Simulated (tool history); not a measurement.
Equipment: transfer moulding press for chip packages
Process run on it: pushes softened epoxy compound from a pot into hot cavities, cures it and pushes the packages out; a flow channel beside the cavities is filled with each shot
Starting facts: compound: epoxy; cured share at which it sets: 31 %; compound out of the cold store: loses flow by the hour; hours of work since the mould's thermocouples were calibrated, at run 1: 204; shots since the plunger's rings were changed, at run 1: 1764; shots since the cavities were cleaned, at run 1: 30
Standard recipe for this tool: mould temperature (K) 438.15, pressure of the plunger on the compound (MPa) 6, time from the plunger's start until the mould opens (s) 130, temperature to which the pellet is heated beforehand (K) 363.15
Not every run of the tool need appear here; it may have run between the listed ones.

run   hour  mould temperature (K)  pressure of the plunger on the compound (MPa)  time from the plunger's start until the mould opens (s)  temperature to which the pellet is heated beforehand (K)  hours of work since the mould's thermocouples were calibrated  shots since the plunger's rings were changed  shots since the cavities were cleaned  incoming compound's hours out of the cold store  length that the compound runs in the flow channel (mm)  greatest force on the pins that push the packages out (N)
  1      0                 438.15                                              6                                                      130                                                    363.15                                                            204                                          1764                                     30                                             20.5                                                     825                                                        388
  2   14.2                 438.15                                              6                                                      130                                                    363.15                                                            210                                          1849                                    115                                             40.8                                                     738                                                        390
  3   30.4                 438.15                                              6                                                      130                                                    363.15                                                            217                                          1946                                    212                                              9.1                                                     876                                                        415
  4   48.3                 446.15                                              6                                                      130                                                    363.15                                                            224                                          2052                                    318                                             33.7                                                     741                                                        306
  5   57.1                 446.15                                              6                                                      130                                                    363.15                                                            228                                          2105                                    371                                             19.2                                                     785                                                        296
  6   70.4                 446.15                                              6                                                      130                                                    363.15                                                            233                                          2184                                    450                                             19.5                                                     774                                                        302
  7   80.4                 446.15                                              6                                                      148                                                    363.15                                                            238                                          2244                                    510                                             30.1                                                     750                                                        303
  8   88.5                 446.15                                              6                                                      148                                                    363.15                                                            241                                          2292                                    558                                               14                                                     810                                                        307
     101.5  -- cavities cleaned with cleaning compound and waxed
  9  101.7                 446.15                                              6                                                      148                                                    363.15                                                            246                                          2362                                      1                                             26.8                                                     764                                                        301
 10    117                 446.15                                              6                                                      148                                                    363.15                                                            252                                          2454                                     93                                               12                                                     829                                                        294
 11  129.7                 438.15                                              6                                                      130                                                    363.15                                                            258                                          2529                                    168                                               15                                                     849                                                        403
 12    147                 438.15                                              6                                                      130                                                    363.15                                                            265                                          2632                                    271                                             26.3                                                     799                                                        394
 13  163.5                 438.15                                              6                                                      130                                                    363.15                                                            272                                          2731                                    370                                             12.2                                                     850                                                        418
 14    175                 438.15                                              6                                                      130                                                    363.15                                                            277                                          2799                                    438                                             20.1                                                     830                                                        393
 15    190                 438.15                                              6                                                      130                                                    363.15                                                            283                                          2889                                    528                                             15.9                                                     839                                                        405
     208.3  -- cavities cleaned with cleaning compound and waxed
 16  208.7                 438.15                                            6.9                                                      157                                                    363.15                                                            290                                          2992                                      3                                             27.9                                                     860                                                        320
 17  221.8                 442.15                                           4.58                                                      153                                                    370.15                                                            296                                          3070                                     81                                             40.2                                                     639                                                        290
 18  233.3                 445.15                                           7.44                                                      130                                                    360.15                                                            300                                          3139                                    150                                             16.1                                                     906                                                        302
 19  249.1                 445.15                                           7.44                                                      130                                                    360.15                                                            307                                          3233                                    244                                             38.1                                                     820                                                        312
 20    266                 445.15                                           7.44                                                      130                                                    353.15                                                            314                                          3334                                    345                                             12.6                                                     936                                                        309
 21  274.6                 445.15                                           7.44                                                      130                                                    353.15                                                            318                                          3385                                    396                                              8.8                                                     961                                                        304
 22  285.2                 433.15                                            4.9                                                      145                                                    363.15                                                            322                                          3448                                    459                                               15                                                     799                                                        490
 23    296                 433.15                                           5.13                                                      145                                                    372.15                                                            327                                          3512                                    523                                             13.3                                                     811                                                        483
 24    313                 433.15                                           5.13                                                      145                                                    372.15                                                            334                                          3614                                    625                                             33.4                                                     726                                                        423
     315.9  -- cavities cleaned with cleaning compound and waxed
 25    330                 439.15                                           7.03                                                      141                                                    364.15                                                            340                                          3706                                     84                                             10.6                                                     928                                                        348
 26  338.4                 438.15                                              6                                                      146                                                    363.15                                                            344                                          3756                                    134                                             23.4                                                     806                                                        347
     349.9  -- mould's thermocouples calibrated
 27  353.2                 434.15                                            5.6                                                      146                                                    355.15                                                              1                                          3833                                    211                                               38                                                     744                                                        429
 28  361.9                 434.15                                            5.6                                                      146                                                    355.15                                                              5                                          3885                                    263                                             17.4                                                     828                                                        432
 29  375.6                 436.15                                           6.59                                                      150                                                    363.15                                                             11                                          3966                                    344                                             34.5                                                     811                                                        371

For each entry between runs, how does the tool's hidden state at the last listed run before it compare with that at the first listed run after it?
From run 8 to run 9: cavities cleaned with cleaning compound and waxed (hour 101.5)
  grip of the stained cavities, % over clean ones': 0.7 -> 0
From run 15 to run 16: cavities cleaned with cleaning compound and waxed (hour 208.3)
  pressure that reaches the compound, % of what is set: 99.89 -> 99.88; grip of the stained cavities, % over clean ones': 0.7 -> 0
From run 24 to run 25: cavities cleaned with cleaning compound and waxed (hour 315.9)
  grip of the stained cavities, % over clean ones': 0.8 -> 0.2
From run 26 to run 27: mould's thermocouples calibrated (hour 349.9)
  true mould temperature over the reading, C: 0.01 -> 0; pressure that reaches the compound, % of what is set: 99.86 -> 99.85; grip of the stained cavities, % over clean ones': 0.2 -> 0.3

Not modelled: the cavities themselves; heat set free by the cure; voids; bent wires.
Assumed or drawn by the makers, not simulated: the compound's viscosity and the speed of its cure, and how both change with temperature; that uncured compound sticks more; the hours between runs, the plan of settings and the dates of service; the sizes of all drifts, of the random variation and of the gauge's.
